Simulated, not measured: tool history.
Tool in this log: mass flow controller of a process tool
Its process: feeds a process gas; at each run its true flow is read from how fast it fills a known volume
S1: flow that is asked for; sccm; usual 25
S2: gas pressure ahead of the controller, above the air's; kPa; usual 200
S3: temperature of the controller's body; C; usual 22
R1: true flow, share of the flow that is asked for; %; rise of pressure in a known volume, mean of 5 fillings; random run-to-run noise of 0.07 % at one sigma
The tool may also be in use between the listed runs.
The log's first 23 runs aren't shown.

{"run": 24, "hour": 1583.4, "S1": 25, "S2": 189, "S3": 22, "R1": 99.92}
{"run": 25, "hour": 1627.2, "S1": 25, "S2": 189, "S3": 22, "R1": 99.91}
{"run": 26, "hour": 1707.3, "S1": 20, "S2": 224, "S3": 20, "R1": 100.57}
{"run": 27, "hour": 1783.6, "S1": 20, "S2": 224, "S3": 20, "R1": 100.44}
{"run": 28, "hour": 1843.0, "S1": 20, "S2": 224, "S3": 20, "R1": 100.46}
{"run": 29, "hour": 1889.8, "S1": 20, "S2": 204, "S3": 20, "R1": 100.44}
{"run": 30, "hour": 1939.4, "S1": 20, "S2": 217, "S3": 22, "R1": 100.49}
{"run": 31, "hour": 2007.7, "S1": 9, "S2": 266, "S3": 33, "R1": 102.44}
{"run": 32, "hour": 2094.8, "S1": 45, "S2": 270, "S3": 39, "R1": 99.83}
{"run": 33, "hour": 2140.9, "S1": 19, "S2": 200, "S3": 34, "R1": 100.15}
{"run": 34, "hour": 2208.3, "S1": 19, "S2": 200, "S3": 34, "R1": 99.94}
{"run": 35, "hour": 2281.8, "S1": 19, "S2": 200, "S3": 34, "R1": 100.11}
{"run": 36, "hour": 2350.5, "S1": 19, "S2": 200, "S3": 34, "R1": 100.22}
{"run": 37, "hour": 2419.1, "S1": 19, "S2": 200, "S3": 26, "R1": 100.39}
{"run": 38, "hour": 2490.5, "S1": 11, "S2": 168, "S3": 37, "R1": 101.32}
{"run": 39, "hour": 2534.2, "S1": 11, "S2": 168, "S3": 37, "R1": 101.32}
{"run": 40, "hour": 2574.7, "S1": 11, "S2": 168, "S3": 37, "R1": 101.28}
{"run": 41, "hour": 2643.2, "S1": 14, "S2": 263, "S3": 22, "R1": 101.54}
{"run": 42, "hour": 2711.1, "S1": 5, "S2": 217, "S3": 22, "R1": 106.49}
{"run": 43, "hour": 2801.8, "S1": 25, "S2": 200, "S3": 22, "R1": 100.32}
{"run": 44, "hour": 2850.0, "S1": 25, "S2": 200, "S3": 22, "R1": 100.39}
{"run": 45, "hour": 2942.1, "S1": 25, "S2": 200, "S3": 22, "R1": 100.21}
{"run": 46, "hour": 2983.5, "S1": 25, "S2": 203, "S3": 34, "R1": 99.82}
{"run": 47, "hour": 3076.4, "S1": 44, "S2": 216, "S3": 34, "R1": 99.71}
{"run": 48, "hour": 3132.8, "S1": 44, "S2": 216, "S3": 34, "R1": 99.78}

Below are 3 alternative next runs, each starting from the tool's condition after run 48. Predict each:
{"run": "A", "hour": 3226.6, "S1": 11, "S2": 216, "S3": 21, "R1": "?"}
{"run": "B", "hour": 3226.6, "S1": 19, "S2": 249, "S3": 38, "R1": "?"}
{"run": "C", "hour": 3226.6, "S1": 25, "S2": 251, "S3": 39, "R1": "?"}

run=A R1=102.34
run=B R1=100.51
run=C R1=100.01
What these runs would have given with no unlogged condition in the tool:
run=A R1=99.1
run=B R1=99.02
run=C R1=99.1

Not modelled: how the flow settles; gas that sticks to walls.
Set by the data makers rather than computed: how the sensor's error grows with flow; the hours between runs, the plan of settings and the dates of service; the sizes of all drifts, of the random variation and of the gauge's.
